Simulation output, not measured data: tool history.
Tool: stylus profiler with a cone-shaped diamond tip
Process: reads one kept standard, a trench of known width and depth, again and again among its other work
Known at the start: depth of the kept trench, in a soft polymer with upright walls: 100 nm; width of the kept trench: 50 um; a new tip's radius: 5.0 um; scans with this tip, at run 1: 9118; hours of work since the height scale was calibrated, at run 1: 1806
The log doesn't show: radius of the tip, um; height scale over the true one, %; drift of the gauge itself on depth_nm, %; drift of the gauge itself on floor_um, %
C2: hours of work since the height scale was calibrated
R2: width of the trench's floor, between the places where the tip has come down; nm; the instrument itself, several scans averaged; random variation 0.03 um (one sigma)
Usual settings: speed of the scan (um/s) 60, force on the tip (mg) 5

Run 1, hour 0: usual settings; scans with this tip 9118; C2 1806. Result: depth of the trench (nm) 100.66, R2 47260 nm.
Run 2, hour 82.5: usual settings; scans with this tip 9334; C2 1849. Result: depth of the trench (nm) 100.79, R2 47210 nm.
Run 3, hour 146.5: usual settings; scans with this tip 9502; C2 1882. Result: depth of the trench (nm) 100.63, R2 47260 nm.
Run 4, hour 195.8: usual settings but force on the tip (mg) 8.1; scans with this tip 9631; C2 1908. Result: depth of the trench (nm) 101.29, R2 47220 nm.
Run 5, hour 277.3: usual settings but speed of the scan (um/s) 22; scans with this tip 9844; C2 1950. Result: depth of the trench (nm) 100.54, R2 47370 nm.
Run 6, hour 357.2: usual settings but speed of the scan (um/s) 22; scans with this tip 10053; C2 1992. Result: depth of the trench (nm) 100.42, R2 47350 nm.
Run 7, hour 406.6: usual settings but speed of the scan (um/s) 22; scans with this tip 10183; C2 2017. Result: depth of the trench (nm) 100.47, R2 47330 nm.
Run 8, hour 490.7: usual settings but speed of the scan (um/s) 22; scans with this tip 10403; C2 2061. Result: depth of the trench (nm) 100.45, R2 47380 nm.
Run 9, hour 561: usual settings but speed of the scan (um/s) 225; scans with this tip 10587; C2 2097. Result: depth of the trench (nm) 100.66, R2 46500 nm.
Run 10, hour 634.2: usual settings but speed of the scan (um/s) 225; scans with this tip 10779; C2 2135. Result: depth of the trench (nm) 100.58, R2 46520 nm.
Run 11, hour 674.9: usual settings but speed of the scan (um/s) 225; scans with this tip 10885; C2 2157. Result: depth of the trench (nm) 100.54, R2 46460 nm.
Run 12, hour 716.8: usual settings but force on the tip (mg) 3.62; scans with this tip 10995; C2 2178. Result: depth of the trench (nm) 100.09, R2 47150 nm.
Run 13, hour 776.7: usual settings but speed of the scan (um/s) 20, force on the tip (mg) 3.62; scans with this tip 11152; C2 2209. Result: depth of the trench (nm) 100.16, R2 47280 nm.
Run 14, hour 845.4: usual settings but speed of the scan (um/s) 20, force on the tip (mg) 3.62; scans with this tip 11332; C2 2245. Result: depth of the trench (nm) 100.1, R2 47250 nm.
Run 15, hour 894: usual settings but speed of the scan (um/s) 37; scans with this tip 11459; C2 2270. Result: depth of the trench (nm) 100.37, R2 47210 nm.
Run 16, hour 959.2: usual settings but force on the tip (mg) 3.2; scans with this tip 11630; C2 2304. Result: depth of the trench (nm) 100.1, R2 47020 nm.
At hour 966.9: height scale calibrated on a step standard.
Run 17, hour 1009: usual settings but force on the tip (mg) 3.2; scans with this tip 11759; C2 22. Result: depth of the trench (nm) 101.01, R2 47100 nm.
Run 18, hour 1049.3: usual settings but force on the tip (mg) 3.2; scans with this tip 11865; C2 43. Result: depth of the trench (nm) 101.11, R2 47090 nm.
Run 19, hour 1122: usual settings; scans with this tip 12055; C2 80. Result: depth of the trench (nm) 101.66, R2 47120 nm.
Run 20, hour 1159.3: usual settings but speed of the scan (um/s) 162; scans with this tip 12152; C2 100. Result: depth of the trench (nm) 101.61, R2 46710 nm.
Run 21, hour 1246.2: usual settings but force on the tip (mg) 3.75; scans with this tip 12380; C2 145. Result: depth of the trench (nm) 101.14, R2 47040 nm.
Run 22, hour 1311.9: usual settings but speed of the scan (um/s) 70; scans with this tip 12552; C2 179. Result: depth of the trench (nm) 101.53, R2 47100 nm.
Run 23, hour 1377.1: usual settings but speed of the scan (um/s) 70; scans with this tip 12723; C2 213. Result: depth of the trench (nm) 101.59, R2 47040 nm.
Run 24, hour 1424.4: usual settings but force on the tip (mg) 1.78; scans with this tip 12847; C2 237. Result: depth of the trench (nm) 100.59, R2 46830 nm.
Run 25, hour 1504.9: usual settings but force on the tip (mg) 1.78; scans with this tip 13057; C2 279. Result: depth of the trench (nm) 100.68, R2 46910 nm.
Run 26, hour 1549.1: usual settings but speed of the scan (um/s) 80, force on the tip (mg) 2.84; scans with this tip 13173; C2 302. Result: depth of the trench (nm) 100.89, R2 46870 nm.
Run 27, hour 1619.8: usual settings but speed of the scan (um/s) 52, force on the tip (mg) 2.84; scans with this tip 13358; C2 339. Result: depth of the trench (nm) 100.98, R2 46970 nm.
Run 28, hour 1660.1: usual settings but speed of the scan (um/s) 25, force on the tip (mg) 3.91; scans with this tip 13464; C2 360. Result: depth of the trench (nm) 101.07, R2 47150 nm.
Run 29, hour 1709.4: usual settings but speed of the scan (um/s) 149, force on the tip (mg) 3.14; scans with this tip 13593; C2 385. Result: depth of the trench (nm) 100.86, R2 46520 nm.
Run 30, hour 1763.2: usual settings but speed of the scan (um/s) 57, force on the tip (mg) 1.84; scans with this tip 13734; C2 413. Result: depth of the trench (nm) 100.7, R2 46900 nm.
Run 31, hour 1807.3: usual settings but speed of the scan (um/s) 57, force on the tip (mg) 1.84; scans with this tip 13849; C2 436. Result: depth of the trench (nm) 100.8, R2 46910 nm.
Run 32, hour 1891.5: usual settings but speed of the scan (um/s) 101, force on the tip (mg) 5.03; scans with this tip 14070; C2 480. Result: depth of the trench (nm) 101.34, R2 46850 nm.
Run 33, hour 1965.7: usual settings but speed of the scan (um/s) 176, force on the tip (mg) 3.94; scans with this tip 14264; C2 518. Result: depth of the trench (nm) 100.89, R2 46430 nm.
Run 34, hour 2052.2: usual settings but speed of the scan (um/s) 176, force on the tip (mg) 3.94; scans with this tip 14491; C2 563. Result: depth of the trench (nm) 101.25, R2 46440 nm.
Run 35, hour 2092.4: usual settings but speed of the scan (um/s) 114, force on the tip (mg) 4.58; scans with this tip 14596; C2 584. Result: depth of the trench (nm) 101.2, R2 46720 nm.
Run 36, hour 2153.7: usual settings but speed of the scan (um/s) 34, force on the tip (mg) 2.78; scans with this tip 14756; C2 616. Result: depth of the trench (nm) 100.89, R2 47010 nm.
Run 37, hour 2216.3: usual settings but force on the tip (mg) 1.8; scans with this tip 14920; C2 648. Result: depth of the trench (nm) 100.63, R2 46810 nm.
Run 38, hour 2293.3: usual settings but speed of the scan (um/s) 19, force on the tip (mg) 2.56; scans with this tip 15122; C2 688. Result: depth of the trench (nm) 100.6, R2 47100 nm.
Run 39, hour 2359.4: usual settings but speed of the scan (um/s) 19, force on the tip (mg) 2.56; scans with this tip 15295; C2 722. Result: depth of the trench (nm) 100.57, R2 47060 nm.
Run 40, hour 2436.6: usual settings but speed of the scan (um/s) 46, force on the tip (mg) 1.67; scans with this tip 15497; C2 762. Result: depth of the trench (nm) 100.54, R2 46830 nm.
Run 41, hour 2492: usual settings but speed of the scan (um/s) 26, force on the tip (mg) 3.38; scans with this tip 15642; C2 791. Result: depth of the trench (nm) 100.79, R2 47030 nm.
Run 42, hour 2534.9: usual settings but speed of the scan (um/s) 96, force on the tip (mg) 10.6; scans with this tip 15754; C2 813. Result: depth of the trench (nm) 102.27, R2 46890 nm.
Run 43, hour 2606.6: usual settings but speed of the scan (um/s) 88, force on the tip (mg) 12.56; scans with this tip 15942; C2 851. Result: depth of the trench (nm) 102.62, R2 46950 nm.
Run 44, hour 2684.3: usual settings but speed of the scan (um/s) 100, force on the tip (mg) 2.3; scans with this tip 16146; C2 891. Result: depth of the trench (nm) 100.65, R2 46520 nm.
Run 45, hour 2773.1: usual settings but force on the tip (mg) 14.94; scans with this tip 16378; C2 937. Result: depth of the trench (nm) 102.93, R2 46990 nm.
Run 46, hour 2833.8: usual settings but force on the tip (mg) 14.94; scans with this tip 16537; C2 968. Result: depth of the trench (nm) 102.86, R2 47070 nm.

Some steps in depth of the trench (nm) between neighbouring runs. How much of each would the tool show without its hidden state too (settings, what came in, random variation), and how much is left for the hidden state, with any gauge scatter that isn't in both results?
Run 3 -> 4: force on the tip (mg) 5 -> 8.1. depth of the trench (nm) +0.66: hidden state -0.03, all else +0.69.
Run 14 -> 15: speed of the scan (um/s) 20 -> 37, force on the tip (mg) 3.62 -> 5. depth of the trench (nm) +0.27: hidden state -0.03, all else +0.3.
Run 16 -> 17: height scale calibrated on a step standard. depth of the trench (nm) +0.91: hidden state +1.21, all else -0.3.
Run 41 -> 42: speed of the scan (um/s) 26 -> 96, force on the tip (mg) 3.38 -> 10.6. depth of the trench (nm) +1.48: hidden state -0.01, all else +1.49.
Run 43 -> 44: speed of the scan (um/s) 88 -> 100, force on the tip (mg) 12.56 -> 2.3. depth of the trench (nm) -1.97: hidden state -0.01, all else -1.96.
Run 44 -> 45: speed of the scan (um/s) 100 -> 60, force on the tip (mg) 2.3 -> 14.94. depth of the trench (nm) +2.28: hidden state -0.03, all else +2.31.

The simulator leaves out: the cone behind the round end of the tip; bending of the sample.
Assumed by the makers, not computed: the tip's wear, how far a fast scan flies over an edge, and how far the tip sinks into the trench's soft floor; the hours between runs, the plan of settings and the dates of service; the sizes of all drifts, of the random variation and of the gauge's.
